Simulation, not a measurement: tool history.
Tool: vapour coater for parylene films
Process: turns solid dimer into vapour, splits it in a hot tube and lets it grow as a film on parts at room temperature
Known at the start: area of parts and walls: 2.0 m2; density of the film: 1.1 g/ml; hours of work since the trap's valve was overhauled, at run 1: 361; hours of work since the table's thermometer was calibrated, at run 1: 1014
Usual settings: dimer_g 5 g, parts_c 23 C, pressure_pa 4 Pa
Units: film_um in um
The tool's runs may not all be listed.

run	hour	dimer_g	parts_c	pressure_pa	hours of work since the trap's valve was overhauled	hours of work since the table's thermometer was calibrated	film_um
1	0	5	23	4	361	1014	1.21
2	39.7	5	23	4	386	1038	1.21
3	106.8	5	23	4	427	1080	1.22
4	141.9	5	23	4	449	1102	1.22
5	214.4	5	23	4	494	1146	1.2
6	259.7	5	25	4	522	1174	1.11
# hour 283.8: trap's valve overhauled
7	301.1	5	25	4	11	1197	1.24
8	352.2	5	25	4	42	1229	1.23
9	415.6	5	23	7.25	81	1268	1.2
10	454	5	22	4	105	1292	1.33
11	502.6	5	22	4	135	1322	1.33
12	536.7	5	29	4	156	1343	1.05
13	614.2	5	29	4	204	1391	1.04
14	663.4	5	34	4	235	1421	0.89
15	742.1	5	23	6.01	283	1470	1.19
16	783	5	23	6.01	309	1495	1.17
17	861.1	2	19	4.18	357	1544	0.55
18	930.4	2	24	4.8	400	1586	0.47
19	974.3	2	24	4.8	427	1614	0.45
20	1042.3	5	16	4	469	1656	1.54
21	1080	9	23	5.18	492	1679	2.13
# hour 1150.3: trap's valve overhauled
22	1157	5	27	7.85	4	1724	1.06
23	1196.6	5	16	4	29	1748	1.66
24	1275.7	5	21	4	78	1797	1.39
25	1332.4	5	21	4	113	1832	1.39
26	1377.9	5	21	4	141	1861	1.38
27	1411.2	5	21	4	161	1881	1.36
28	1473.2	5	20	4.27	200	1919	1.4
29	1541.4	5	20	4.27	242	1962	1.4
30	1576.1	5	26	2.22	263	1983	1.24
31	1647.4	3	34	3.45	307	2027	0.51

4 ways to go on from here, each from the tool as it stands after run 31. What would each give?
# hour 1657.5: table's thermometer calibrated
A	1711.8	5	24	2.6	346	34	?
# hour 1657.5: table's thermometer calibrated
B	1711.8	5	23	5.55	346	34	?
# hour 1657.5: table's thermometer calibrated
C	1711.8	5	23	11.82	346	34	?
# hour 1657.5: table's thermometer calibrated
D	1711.8	5	30	5.32	346	34	?

run	film_um
A	1.22
B	1.14
C	1.05
D	0.93
Without the tool's hidden state the same runs would have given:
run	film_um
A	1.31
B	1.23
C	1.13
D	1
